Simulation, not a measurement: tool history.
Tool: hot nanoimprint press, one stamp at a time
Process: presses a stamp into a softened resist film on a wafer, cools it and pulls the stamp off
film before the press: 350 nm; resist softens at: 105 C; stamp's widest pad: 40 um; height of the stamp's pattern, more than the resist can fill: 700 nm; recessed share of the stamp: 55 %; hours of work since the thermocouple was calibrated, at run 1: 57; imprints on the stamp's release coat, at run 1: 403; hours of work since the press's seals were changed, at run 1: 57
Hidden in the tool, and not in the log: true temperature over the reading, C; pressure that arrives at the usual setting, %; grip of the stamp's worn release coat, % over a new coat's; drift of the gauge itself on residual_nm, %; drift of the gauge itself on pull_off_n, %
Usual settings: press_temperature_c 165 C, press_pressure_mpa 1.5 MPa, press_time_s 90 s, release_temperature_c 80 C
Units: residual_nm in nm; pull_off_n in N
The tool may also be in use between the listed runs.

| run | day | press_temperature_c | press_pressure_mpa | press_time_s | release_temperature_c | hours of work since the thermocouple was calibrated | imprints on the stamp's release coat | hours of work since the press's seals were changed | residual_nm | pull_off_n |
|---|---|---|---|---|---|---|---|---|---|---|
| 1 | 0 | 165 | 1.5 | 90 | 80 | 57 | 403 | 57 | 129.5 | 114.9 |
| 2 | 1.167 | 165 | 1.5 | 90 | 80 | 78 | 552 | 78 | 129.8 | 116.2 |
|  | 1.662 | stamp cleaned and given a new release coat |
| 3 | 3.296 | 165 | 1.5 | 90 | 80 | 111 | 208 | 111 | 130.2 | 115.1 |
| 4 | 5.783 | 165 | 1.5 | 90 | 80 | 156 | 526 | 156 | 129.7 | 115.8 |
|  | 6.354 | stamp cleaned and given a new release coat |
| 5 | 8.175 | 155 | 1.5 | 90 | 80 | 194 | 233 | 194 | 199.3 | 115.5 |
| 6 | 9.812 | 155 | 1.5 | 90 | 80 | 224 | 442 | 224 | 197.7 | 116 |
|  | 11.058 | stamp cleaned and given a new release coat |
| 7 | 11.588 | 165 | 1.5 | 105 | 80 | 251 | 68 | 251 | 121.3 | 116.2 |
| 8 | 14.25 | 169 | 1.5 | 90 | 80 | 299 | 408 | 299 | 108.8 | 114.6 |
|  | 15.662 | stamp cleaned and given a new release coat |
| 9 | 16.95 | 169 | 1.5 | 90 | 80 | 343 | 164 | 343 | 109.8 | 117 |
| 10 | 18.242 | 165 | 1.5 | 90 | 74 | 366 | 329 | 366 | 129.6 | 120.9 |
|  | 19.533 | plate thermocouple calibrated |
|  | 20.45 | stamp cleaned and given a new release coat |
| 11 | 21.108 | 165 | 1.5 | 90 | 74 | 24 | 83 | 411 | 130.5 | 119.8 |
| 12 | 22.662 | 156 | 1.5 | 90 | 80 | 52 | 282 | 438 | 191.1 | 115.8 |
|  | 25.192 | stamp cleaned and given a new release coat |
| 13 | 25.412 | 156 | 1.5 | 90 | 80 | 96 | 28 | 483 | 190.6 | 116.4 |
| 14 | 26.779 | 156 | 1.2 | 90 | 83 | 121 | 203 | 508 | 207.8 | 111.9 |
|  | 27.667 | press's hydraulic seals changed and the load cell set to zero |
| 15 | 29.296 | 156 | 1.2 | 90 | 84 | 160 | 481 | 29 | 210.1 | 112.7 |
|  | 30.242 | stamp cleaned and given a new release coat |
| 16 | 31.775 | 156 | 1.2 | 90 | 84 | 200 | 196 | 69 | 208.9 | 113.1 |
| 17 | 33.2 | 165 | 0.97 | 90 | 81 | 226 | 378 | 95 | 161.7 | 114.4 |
|  | 34.95 | stamp cleaned and given a new release coat |
| 18 | 35.612 | 165 | 1.5 | 153 | 72 | 264 | 85 | 134 | 105.4 | 121.3 |
| 19 | 37.408 | 159 | 1.36 | 61 | 72 | 297 | 314 | 166 | 200.3 | 121.5 |
| 20 | 38.583 | 161 | 1.09 | 55 | 72 | 318 | 464 | 187 | 209.8 | 121.2 |
|  | 39.546 | stamp cleaned and given a new release coat |
| 21 | 41.054 | 165 | 1.5 | 45 | 82 | 358 | 192 | 227 | 168.2 | 115.4 |
|  | 42.825 | plate thermocouple calibrated |
| 22 | 43.521 | 165 | 1.5 | 45 | 82 | 13 | 492 | 269 | 167.5 | 114 |
|  | 44.488 | stamp cleaned and given a new release coat |
| 23 | 45.829 | 155 | 1.49 | 83 | 75 | 49 | 171 | 306 | 203.2 | 119.2 |
| 24 | 48.412 | 155 | 1.49 | 83 | 75 | 96 | 501 | 352 | 204.2 | 120 |

Entry by entry between the runs, the difference in hidden state between the last listed run before and the first listed run after:
In the gap between runs 2 and 3: stamp cleaned and given a new release coat (day 1.662)
  grip of the stamp's worn release coat, % over a new coat's: 0.4 -> 0.1
In the gap between runs 4 and 5: stamp cleaned and given a new release coat (day 6.354)
  pressure that arrives at the usual setting, %: 100 -> 99.99; grip of the stamp's worn release coat, % over a new coat's: 0.4 -> 0.2
In the gap between runs 6 and 7: stamp cleaned and given a new release coat (day 11.058)
  grip of the stamp's worn release coat, % over a new coat's: 0.3 -> 0
In the gap between runs 8 and 9: stamp cleaned and given a new release coat (day 15.662)
  grip of the stamp's worn release coat, % over a new coat's: 0.3 -> 0.1
In the gap between runs 10 and 11: plate thermocouple calibrated (day 19.533); stamp cleaned and given a new release coat (day 20.45)
  true temperature over the reading, C: -0.03 -> 0; grip of the stamp's worn release coat, % over a new coat's: 0.2 -> 0.1
In the gap between runs 12 and 13: stamp cleaned and given a new release coat (day 25.192)
  true temperature over the reading, C: 0 -> -0.01; grip of the stamp's worn release coat, % over a new coat's: 0.2 -> 0
In the gap between runs 14 and 15: press's hydraulic seals changed and the load cell set to zero (day 27.667)
  pressure that arrives at the usual setting, %: 99.97 -> 99.98; grip of the stamp's worn release coat, % over a new coat's: 0.1 -> 0.3
In the gap between runs 15 and 16: stamp cleaned and given a new release coat (day 30.242)
  true temperature over the reading, C: -0.01 -> -0.02; grip of the stamp's worn release coat, % over a new coat's: 0.3 -> 0.1
In the gap between runs 17 and 18: stamp cleaned and given a new release coat (day 34.95)
  true temperature over the reading, C: -0.02 -> -0.03; grip of the stamp's worn release coat, % over a new coat's: 0.3 -> 0.1
In the gap between runs 20 and 21: stamp cleaned and given a new release coat (day 39.546)
  true temperature over the reading, C: -0.03 -> -0.04; grip of the stamp's worn release coat, % over a new coat's: 0.3 -> 0.1
In the gap between runs 21 and 22: plate thermocouple calibrated (day 42.825)
  true temperature over the reading, C: -0.04 -> 0; grip of the stamp's worn release coat, % over a new coat's: 0.1 -> 0.3
In the gap between runs 22 and 23: stamp cleaned and given a new release coat (day 44.488)
  grip of the stamp's worn release coat, % over a new coat's: 0.3 -> 0.1
